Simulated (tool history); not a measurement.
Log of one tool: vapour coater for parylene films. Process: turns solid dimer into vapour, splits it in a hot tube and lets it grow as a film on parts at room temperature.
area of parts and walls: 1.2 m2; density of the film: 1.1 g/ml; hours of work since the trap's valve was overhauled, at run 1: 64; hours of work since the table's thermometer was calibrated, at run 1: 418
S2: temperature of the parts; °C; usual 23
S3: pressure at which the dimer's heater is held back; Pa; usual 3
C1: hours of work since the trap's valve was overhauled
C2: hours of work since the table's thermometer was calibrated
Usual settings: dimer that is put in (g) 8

run 1 hour=0 | dimer_that_is_put_in_(g)=8 S2=23 S3=3 | C1=64 C2=418 | thickness_of_the_film_(um)=3.35
run 2 hour=23.5 | dimer_that_is_put_in_(g)=8 S2=23 S3=3 | C1=76 C2=430 | thickness_of_the_film_(um)=3.32
run 3 hour=51.6 | dimer_that_is_put_in_(g)=8 S2=23 S3=3 | C1=91 C2=445 | thickness_of_the_film_(um)=3.34
run 4 hour=88 | dimer_that_is_put_in_(g)=8 S2=23 S3=2.86 | C1=109 C2=463 | thickness_of_the_film_(um)=3.39
run 5 hour=124.8 | dimer_that_is_put_in_(g)=8 S2=23 S3=2.86 | C1=128 C2=482 | thickness_of_the_film_(um)=3.4
run 6 hour=141.3 | dimer_that_is_put_in_(g)=8 S2=23 S3=2.86 | C1=137 C2=491 | thickness_of_the_film_(um)=3.37
run 7 hour=181.4 | dimer_that_is_put_in_(g)=8 S2=23 S3=2.86 | C1=157 C2=511 | thickness_of_the_film_(um)=3.4
run 8 hour=204.5 | dimer_that_is_put_in_(g)=8 S2=23 S3=2.86 | C1=169 C2=523 | thickness_of_the_film_(um)=3.4
run 9 hour=235.8 | dimer_that_is_put_in_(g)=8 S2=23 S3=2.86 | C1=185 C2=539 | thickness_of_the_film_(um)=3.4
run 10 hour=266.3 | dimer_that_is_put_in_(g)=8 S2=23 S3=2.03 | C1=201 C2=555 | thickness_of_the_film_(um)=3.62
run 11 hour=295.8 | dimer_that_is_put_in_(g)=8 S2=23 S3=2.03 | C1=216 C2=570 | thickness_of_the_film_(um)=3.6
run 12 hour=313.4 | dimer_that_is_put_in_(g)=8 S2=23 S3=2.03 | C1=225 C2=579 | thickness_of_the_film_(um)=3.62
run 13 hour=337.4 | dimer_that_is_put_in_(g)=8 S2=23 S3=2.03 | C1=237 C2=591 | thickness_of_the_film_(um)=3.64
run 14 hour=363.1 | dimer_that_is_put_in_(g)=8 S2=23 S3=2.03 | C1=250 C2=604 | thickness_of_the_film_(um)=3.63
run 15 hour=400 | dimer_that_is_put_in_(g)=4 S2=23 S3=3 | C1=269 C2=623 | thickness_of_the_film_(um)=1.71
-- hour=425.9 gauge calibrated
run 16 hour=438.6 | dimer_that_is_put_in_(g)=4 S2=23 S3=7.58 | C1=289 C2=643 | thickness_of_the_film_(um)=1.44
-- hour=448.2 trap's valve overhauled
run 17 hour=462.3 | dimer_that_is_put_in_(g)=4 S2=31 S3=8.45 | C1=7 C2=653 | thickness_of_the_film_(um)=1.09
run 18 hour=500.2 | dimer_that_is_put_in_(g)=3 S2=21 S3=3 | C1=27 C2=672 | thickness_of_the_film_(um)=1.36
run 19 hour=530.3 | dimer_that_is_put_in_(g)=10 S2=23 S3=11.29 | C1=42 C2=688 | thickness_of_the_film_(um)=3.4
run 20 hour=569.4 | dimer_that_is_put_in_(g)=3 S2=21 S3=11.29 | C1=62 C2=708 | thickness_of_the_film_(um)=1.09
run 21 hour=608.7 | dimer_that_is_put_in_(g)=7 S2=18 S3=3 | C1=82 C2=728 | thickness_of_the_film_(um)=3.45
run 22 hour=648.3 | dimer_that_is_put_in_(g)=7 S2=18 S3=3 | C1=102 C2=748 | thickness_of_the_film_(um)=3.46
run 23 hour=679.4 | dimer_that_is_put_in_(g)=5 S2=22 S3=2.63 | C1=118 C2=764 | thickness_of_the_film_(um)=2.24
run 24 hour=716.7 | dimer_that_is_put_in_(g)=14 S2=23 S3=5.96 | C1=137 C2=783 | thickness_of_the_film_(um)=5.34
run 25 hour=747.1 | dimer_that_is_put_in_(g)=14 S2=23 S3=5.96 | C1=153 C2=799 | thickness_of_the_film_(um)=5.32
run 26 hour=765.6 | dimer_that_is_put_in_(g)=3 S2=23 S3=3 | C1=162 C2=808 | thickness_of_the_film_(um)=1.27
run 27 hour=799.5 | dimer_that_is_put_in_(g)=3 S2=23 S3=10.82 | C1=180 C2=825 | thickness_of_the_film_(um)=1.05
run 28 hour=832.9 | dimer_that_is_put_in_(g)=7 S2=32 S3=7.85 | C1=197 C2=843 | thickness_of_the_film_(um)=1.92
run 29 hour=863.1 | dimer_that_is_put_in_(g)=11 S2=30 S3=9.09 | C1=212 C2=858 | thickness_of_the_film_(um)=3.15

Forecast each of these 4 alternatives for the next run:
run A hour=879.7 | dimer_that_is_put_in_(g)=6 S2=30 S3=3.74 | C1=221 C2=867 | thickness_of_the_film_(um)=?
run B hour=879.7 | dimer_that_is_put_in_(g)=9 S2=30 S3=9.09 | C1=221 C2=867 | thickness_of_the_film_(um)=?
run C hour=879.7 | dimer_that_is_put_in_(g)=5 S2=29 S3=2.16 | C1=221 C2=867 | thickness_of_the_film_(um)=?
run D hour=879.7 | dimer_that_is_put_in_(g)=8 S2=21 S3=2.3 | C1=221 C2=867 | thickness_of_the_film_(um)=?

run=A thickness_of_the_film_(um)=1.98
run=B thickness_of_the_film_(um)=2.59
run=C thickness_of_the_film_(um)=1.87
run=D thickness_of_the_film_(um)=3.81
Without the tool's hidden state the same runs would have given:
run=A thickness_of_the_film_(um)=1.92
run=B thickness_of_the_film_(um)=2.52
run=C thickness_of_the_film_(um)=1.82
run=D thickness_of_the_film_(um)=3.7
